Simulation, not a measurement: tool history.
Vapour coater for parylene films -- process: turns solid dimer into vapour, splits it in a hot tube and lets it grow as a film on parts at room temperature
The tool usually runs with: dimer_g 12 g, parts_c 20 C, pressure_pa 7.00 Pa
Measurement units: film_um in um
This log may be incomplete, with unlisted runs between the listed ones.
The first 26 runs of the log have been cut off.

{"run": 27, "hour": 999.8, "dimer_g": 11, "parts_c": 18, "pressure_pa": 2.8, "film_um": 2.38}
{"run": 28, "hour": 1042.2, "dimer_g": 11, "parts_c": 18, "pressure_pa": 2.8, "film_um": 2.35}
{"run": 29, "hour": 1076.0, "dimer_g": 11, "parts_c": 18, "pressure_pa": 2.8, "film_um": 2.36}
{"run": 30, "hour": 1110.3, "dimer_g": 20, "parts_c": 14, "pressure_pa": 2.8, "film_um": 5.0}
{"run": 31, "hour": 1137.7, "dimer_g": 8, "parts_c": 29, "pressure_pa": 4.7, "film_um": 1.0}
{"run": 32, "hour": 1178.7, "dimer_g": 12, "parts_c": 14, "pressure_pa": 2.78, "film_um": 2.96}
{"run": 33, "hour": 1204.9, "dimer_g": 12, "parts_c": 22, "pressure_pa": 2.78, "film_um": 2.12}
{"run": 34, "hour": 1244.6, "dimer_g": 12, "parts_c": 22, "pressure_pa": 2.78, "film_um": 2.08}
{"hour": 1290.6, "done": "trap's valve overhauled"}
{"run": 35, "hour": 1294.7, "dimer_g": 12, "parts_c": 22, "pressure_pa": 2.78, "film_um": 2.4}
{"run": 36, "hour": 1338.8, "dimer_g": 6, "parts_c": 22, "pressure_pa": 11.32, "film_um": 0.89}
{"run": 37, "hour": 1360.7, "dimer_g": 6, "parts_c": 22, "pressure_pa": 11.32, "film_um": 0.87}
{"run": 38, "hour": 1390.7, "dimer_g": 6, "parts_c": 22, "pressure_pa": 11.32, "film_um": 0.87}
{"run": 39, "hour": 1424.4, "dimer_g": 10, "parts_c": 20, "pressure_pa": 4.34, "film_um": 1.9}

Here are 3 independent what-if runs from the current tool condition. What would each one return?
{"run": "A", "hour": 1452.5, "dimer_g": 6, "parts_c": 20, "pressure_pa": 7.0, "film_um": "?"}
{"run": "B", "hour": 1452.5, "dimer_g": 6, "parts_c": 19, "pressure_pa": 4.61, "film_um": "?"}
{"run": "C", "hour": 1452.5, "dimer_g": 11, "parts_c": 24, "pressure_pa": 7.8, "film_um": "?"}

run=A film_um=1.08
run=B film_um=1.18
run=C film_um=1.60
The same runs, with their run-to-run variation unchanged, on a tool lacking any hidden condition would have given:
run=A film_um=1.14
run=B film_um=1.25
run=C film_um=1.69

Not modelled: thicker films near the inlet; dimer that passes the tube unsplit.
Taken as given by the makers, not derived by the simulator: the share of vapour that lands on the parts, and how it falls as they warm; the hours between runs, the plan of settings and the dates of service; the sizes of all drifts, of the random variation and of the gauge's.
